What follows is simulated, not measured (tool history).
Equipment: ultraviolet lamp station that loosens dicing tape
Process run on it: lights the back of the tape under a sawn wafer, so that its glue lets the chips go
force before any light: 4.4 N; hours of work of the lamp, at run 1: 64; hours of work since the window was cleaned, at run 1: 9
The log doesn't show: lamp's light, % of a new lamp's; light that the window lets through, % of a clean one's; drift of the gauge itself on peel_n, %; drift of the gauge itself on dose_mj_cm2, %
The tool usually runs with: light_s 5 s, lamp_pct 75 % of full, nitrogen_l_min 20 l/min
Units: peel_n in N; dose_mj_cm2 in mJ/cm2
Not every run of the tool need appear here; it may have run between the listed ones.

run,day,light_s,lamp_pct,nitrogen_l_min,hours of work of the lamp,hours of work since the window was cleaned,peel_n,dose_mj_cm2
1,0,5,75,20,64,9,0.487,445
2,0.242,5,61,20,67,12,0.72,366
3,0.642,5,61,20,71,17,0.702,362
4,1.05,5,75,20,76,22,0.49,443
5,1.638,5,75,20,84,29,0.498,444
6,1.946,5,75,20,88,33,0.496,443
7,2.275,8,75,20,92,37,0.187,709
8,2.804,8,75,20,98,44,0.2,705
9,3.129,5,75,28,102,48,0.419,434
10,3.492,5,61,20,107,52,0.723,354
11,3.9,5,61,20,112,57,0.734,356
12,4.179,5,61,8,115,61,1.145,356
13,4.475,5,78,8,119,64,0.751,454
14,5.054,5,75,13,126,72,0.637,434
15,5.425,5,75,13,131,76,0.644,437
16,5.75,5,79,13,135,80,0.587,458
17,6.167,5,79,13,140,85,0.595,449
18,6.65,5,79,13,146,91,0.572,462
19,7.021,8,75,20,150,96,0.207,693
20,7.275,8,75,20,153,99,0.196,694
21,7.829,8,75,20,160,106,0.2,697
22,8.346,8,69,6,167,112,0.503,632
23,8.942,8,69,6,174,120,0.487,637
24,9.254,5,75,10,178,124,0.761,429
25,9.554,4,78,23,182,127,0.697,354
26,9.979,3,64,18,187,132,1.435,218
27,10.433,3,97,15,193,138,0.907,330
28,10.971,7,94,15,199,145,0.201,744
29,11.354,7,94,15,204,149,0.191,740
30,11.879,3,71,30,210,156,1.189,240
31,12.371,3,66,30,216,162,1.283,225
32,12.783,5,61,7,222,167,1.236,343
33,13.075,5,61,7,225,171,1.22,344
34,13.492,5,75,24,230,176,0.524,418

Forecast each of these 4 alternatives for the next run:
A,14.062,5,85,20,237,183,?,?
B,14.062,5,75,27,237,183,?,?
C,14.062,5,69,20,237,183,?,?
D,14.062,4,75,24,237,183,?,?

run,peel_n,dose_mj_cm2
A,0.422,479
B,0.497,414
C,0.646,386
D,0.761,340
Stripped of hidden state, with their random variation kept, the same runs would have yielded:
run,peel_n,dose_mj_cm2
A,0.352,523
B,0.416,454
C,0.549,422
D,0.653,371

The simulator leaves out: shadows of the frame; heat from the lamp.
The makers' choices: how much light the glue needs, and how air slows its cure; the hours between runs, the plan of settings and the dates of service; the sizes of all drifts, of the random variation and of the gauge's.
